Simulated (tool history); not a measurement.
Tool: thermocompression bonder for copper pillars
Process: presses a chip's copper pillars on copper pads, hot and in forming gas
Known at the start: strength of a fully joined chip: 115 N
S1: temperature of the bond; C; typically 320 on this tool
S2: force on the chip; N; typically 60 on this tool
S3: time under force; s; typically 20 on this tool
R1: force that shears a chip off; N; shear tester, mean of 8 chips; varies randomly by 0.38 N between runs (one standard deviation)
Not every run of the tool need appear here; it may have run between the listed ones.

run 1 day=0.000 | S1=320 S2=60 S3=20 | R1=35.0
-- day=1.333 forming gas filter changed
run 2 day=1.733 | S1=320 S2=84 S3=20 | R1=48.3
run 3 day=2.967 | S1=320 S2=84 S3=20 | R1=48.0
run 4 day=5.050 | S1=320 S2=84 S3=20 | R1=47.1
run 5 day=6.558 | S1=320 S2=84 S3=20 | R1=46.1
run 6 day=7.925 | S1=320 S2=60 S3=18 | R1=33.0
-- day=8.846 forming gas filter changed
run 7 day=9.104 | S1=320 S2=60 S3=18 | R1=36.7
run 8 day=11.671 | S1=320 S2=60 S3=20 | R1=37.2
run 9 day=14.129 | S1=320 S2=60 S3=20 | R1=35.9
run 10 day=15.696 | S1=320 S2=60 S3=20 | R1=34.9
-- day=16.225 forming gas filter changed
run 11 day=17.562 | S1=320 S2=72 S3=20 | R1=43.0
-- day=17.812 heater calibrated with a thermocouple chip
run 12 day=19.879 | S1=320 S2=60 S3=20 | R1=38.1
run 13 day=22.046 | S1=320 S2=60 S3=20 | R1=37.9
run 14 day=23.450 | S1=320 S2=60 S3=31 | R1=43.6
-- day=23.800 forming gas filter changed
run 15 day=25.742 | S1=320 S2=60 S3=17 | R1=36.7
run 16 day=27.196 | S1=320 S2=60 S3=17 | R1=35.4
run 17 day=29.992 | S1=320 S2=60 S3=20 | R1=36.8
-- day=31.258 forming gas filter changed
run 18 day=32.533 | S1=320 S2=60 S3=20 | R1=39.3
run 19 day=34.296 | S1=320 S2=60 S3=20 | R1=38.0
run 20 day=36.829 | S1=320 S2=60 S3=20 | R1=37.2
-- day=38.817 forming gas filter changed
run 21 day=38.817 | S1=310 S2=44 S3=28 | R1=32.6
run 22 day=40.771 | S1=293 S2=36 S3=17 | R1=17.4
run 23 day=42.338 | S1=326 S2=61 S3=20 | R1=40.8
run 24 day=44.046 | S1=326 S2=61 S3=20 | R1=39.9
-- day=46.204 forming gas filter changed
run 25 day=46.204 | S1=326 S2=61 S3=20 | R1=42.1
run 26 day=47.483 | S1=326 S2=61 S3=20 | R1=41.3
run 27 day=49.608 | S1=326 S2=61 S3=26 | R1=44.8
run 28 day=51.438 | S1=320 S2=71 S3=20 | R1=42.4
run 29 day=53.258 | S1=320 S2=71 S3=20 | R1=41.0
-- day=53.638 forming gas filter changed
run 30 day=55.750 | S1=320 S2=71 S3=20 | R1=43.4
run 31 day=57.021 | S1=320 S2=71 S3=20 | R1=42.7
run 32 day=59.671 | S1=333 S2=60 S3=11 | R1=31.7
-- day=61.017 forming gas filter changed
run 33 day=61.446 | S1=333 S2=60 S3=11 | R1=34.7
run 34 day=63.333 | S1=344 S2=39 S3=33 | R1=42.7
run 35 day=64.646 | S1=342 S2=77 S3=20 | R1=54.3
run 36 day=67.496 | S1=306 S2=60 S3=12 | R1=25.1
-- day=68.421 forming gas filter changed
run 37 day=69.129 | S1=306 S2=60 S3=12 | R1=26.7
run 38 day=71.875 | S1=306 S2=60 S3=12 | R1=25.6
run 39 day=74.238 | S1=320 S2=54 S3=55 | R1=49.7

Predict each of these 4 candidate next runs independently; none follows another, all start after run 39:
-- day=75.900 forming gas filter changed
run A day=76.575 | S1=320 S2=61 S3=20 | R1=?
-- day=75.900 forming gas filter changed
run B day=76.575 | S1=320 S2=39 S3=55 | R1=?
-- day=75.900 forming gas filter changed
run C day=76.575 | S1=320 S2=74 S3=13 | R1=?
-- day=75.900 forming gas filter changed
run D day=76.575 | S1=318 S2=64 S3=31 | R1=?

run=A R1=39.6
run=B R1=42.2
run=C R1=38.3
run=D R1=47.3
Take away the tool's hidden state, keep each run's random variation, and the runs would have read:
run=A R1=40.8
run=B R1=43.5
run=C R1=39.5
run=D R1=48.8

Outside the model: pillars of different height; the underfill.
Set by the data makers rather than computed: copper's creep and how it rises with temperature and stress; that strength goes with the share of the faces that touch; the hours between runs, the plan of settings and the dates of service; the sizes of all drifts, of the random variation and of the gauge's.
